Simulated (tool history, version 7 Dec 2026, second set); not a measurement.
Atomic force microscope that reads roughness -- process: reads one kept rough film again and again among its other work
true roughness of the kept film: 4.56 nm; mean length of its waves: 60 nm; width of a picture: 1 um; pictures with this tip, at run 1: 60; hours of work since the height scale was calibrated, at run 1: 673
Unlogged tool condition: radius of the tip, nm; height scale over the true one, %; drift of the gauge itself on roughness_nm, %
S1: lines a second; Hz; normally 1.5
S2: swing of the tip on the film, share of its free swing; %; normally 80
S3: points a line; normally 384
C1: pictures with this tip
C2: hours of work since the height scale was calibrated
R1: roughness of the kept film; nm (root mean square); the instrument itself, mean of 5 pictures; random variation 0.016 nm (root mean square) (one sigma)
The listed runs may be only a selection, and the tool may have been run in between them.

run    hour    S1  S2    S3   C1    C2     R1
  1       0   1.5  80   384   60   673  3.733
       28.8  -- new tip fitted
  2    35.9   1.5  77   384   10   698  3.869
  3    78.5   1.5  80   384   74   729  3.716
      100.2  -- new tip fitted
  4   105.7   1.5  80   384    8   749  3.795
  5     142   1.5  80   384   63   775  3.722
      169.5  -- new tip fitted
  6   189.5   1.5  80   384   30   809  3.774
  7   227.6  1.56  80   384   87   836  3.644
        240  -- new tip fitted
  8   280.9  1.56  80   384   62   875  3.704
      311.9  -- new tip fitted
  9   321.1  1.56  80   384   14   903  3.757
 10   350.8  1.56  80   384   59   925  3.696
 11   378.6   1.5  80   580  100   945  3.641
      382.1  -- new tip fitted
 12   404.2   1.5  80   384   33   963  3.734
 13   444.9   1.5  80   384   94   993  3.668
      453.5  -- new tip fitted
 14   472.2   1.5  80   384   28  1012  3.762
      511.5  -- height scale calibrated on a step standard
 15     518   1.5  80   384   95     5  3.716
      526.4  -- new tip fitted
 16   575.5   1.5  80   384   74    46  3.745
      596.4  -- new tip fitted
 17   617.9  1.94  80   384   33    76  3.668
 18   656.3  1.94  80   384   90   104  3.593
      664.6  -- new tip fitted
 19   689.2   1.5  80   384   37   128  3.833
      735.7  -- new tip fitted
 20   745.4   1.5  80   384   14   168  3.811
 21   801.8   1.5  80   384   99   209  3.686
      804.9  -- new tip fitted
 22   847.7   1.5  80   384   64   242  3.759
      874.6  -- new tip fitted
 23   903.9   1.5  64   384   44   282  4.088
      944.6  -- new tip fitted
 24   955.4   1.5  81   384   16   319  3.816
 25  1011.9   1.1  63   654  101   360  4.102
     1017.8  -- new tip fitted
 26  1068.7   1.1  63   654   76   400  4.117
     1088.4  -- new tip fitted
 27  1101.5  0.89  82   654   20   424  3.976
 28  1138.9  0.77  75   278   76   451  4.022
       1158  -- new tip fitted
 29  1183.9  2.72  81   278   39   483  3.369
     1226.5  -- new tip fitted
 30  1231.3   1.7  80   700    7   517  3.759
 31  1269.7   1.5  57   384   64   545  4.117
     1296.5  -- new tip fitted
 32  1322.1   1.5  57   384   38   582  4.168
 33    1359   1.5  57   384   94   609  4.087
     1366.8  -- new tip fitted
 34  1406.3   1.5  57   384   60   643  4.127
 35  1430.5   1.5  57   384   96   660  4.044
     1435.4  -- new tip fitted
 36  1480.9  1.81  76   384   68   696  3.715
       1504  -- new tip fitted
 37  1508.3  0.53  73  1007    6   716  4.195
 38  1543.3  0.53  73   401   59   741  4.121
     1575.4  -- new tip fitted
 39  1596.5  0.53  73   401   32   779  4.168
     1643.7  -- new tip fitted
 40  1653.7  0.81  60   310   15   820  4.205
 41  1697.7  0.72  80   619   81   852  3.938

Measured minus without-hidden-state, run by run (identical run-to-run variation in each term; gauge scatter may differ):
run      R1
  1  -0.144
  2  -0.072
  3  -0.173
  4  -0.071
  5   -0.15
  6  -0.109
  7  -0.181
  8  -0.159
  9  -0.099
 10  -0.161
 11  -0.217
 12  -0.122
 13  -0.206
 14  -0.115
 15  -0.136
 16  -0.118
 17  -0.053
 18  -0.134
 19  -0.067
 20  -0.038
 21  -0.166
 22  -0.125
 23  -0.097
 24  -0.051
 25  -0.194
 26  -0.161
 27  -0.071
 28  -0.161
 29  -0.092
 30   -0.06
 31  -0.157
 32   -0.11
 33  -0.201
 34  -0.162
 35  -0.218
 36  -0.154
 37  -0.074
 38  -0.167
 39  -0.123
 40  -0.102
 41  -0.212
